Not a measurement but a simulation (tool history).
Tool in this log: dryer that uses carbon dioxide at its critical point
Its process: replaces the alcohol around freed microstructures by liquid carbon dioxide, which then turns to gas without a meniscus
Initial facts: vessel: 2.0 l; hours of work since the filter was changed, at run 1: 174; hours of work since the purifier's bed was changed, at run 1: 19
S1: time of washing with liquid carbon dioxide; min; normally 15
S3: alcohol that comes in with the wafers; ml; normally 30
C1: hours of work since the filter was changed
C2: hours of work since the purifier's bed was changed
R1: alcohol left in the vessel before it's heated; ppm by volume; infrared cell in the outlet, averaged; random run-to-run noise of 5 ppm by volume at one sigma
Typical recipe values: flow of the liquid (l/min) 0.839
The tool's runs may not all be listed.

run 1 hour=0.0 | S1=15 flow_of_the_liquid_(l/min)=0.839 S3=30 | C1=174 C2=19 | R1=59
run 2 hour=8.6 | S1=15 flow_of_the_liquid_(l/min)=0.839 S3=32 | C1=181 C2=25 | R1=61
run 3 hour=15.4 | S1=15 flow_of_the_liquid_(l/min)=0.839 S3=32 | C1=186 C2=30 | R1=67
run 4 hour=20.7 | S1=15 flow_of_the_liquid_(l/min)=0.839 S3=34 | C1=190 C2=34 | R1=67
run 5 hour=27.3 | S1=15 flow_of_the_liquid_(l/min)=0.839 S3=34 | C1=195 C2=39 | R1=72
run 6 hour=35.0 | S1=21 flow_of_the_liquid_(l/min)=0.839 S3=34 | C1=201 C2=45 | R1=12
run 7 hour=40.9 | S1=21 flow_of_the_liquid_(l/min)=0.839 S3=108 | C1=205 C2=49 | R1=29
run 8 hour=49.2 | S1=21 flow_of_the_liquid_(l/min)=0.839 S3=108 | C1=211 C2=56 | R1=35
run 9 hour=55.6 | S1=23 flow_of_the_liquid_(l/min)=0.839 S3=30 | C1=216 C2=61 | R1=30
run 10 hour=62.1 | S1=20 flow_of_the_liquid_(l/min)=1.127 S3=49 | C1=221 C2=65 | R1=32

Run 11 is up next; what results do you expect?
run 11 hour=69.6 | S1=21 flow_of_the_liquid_(l/min)=0.839 S3=30 | C1=227 C2=71 | R1=?

{"run 11": {"R1": 28}}
With the hidden condition absent and the run-to-run variation left alone, this run would have shown R1 11 ppm by volume.
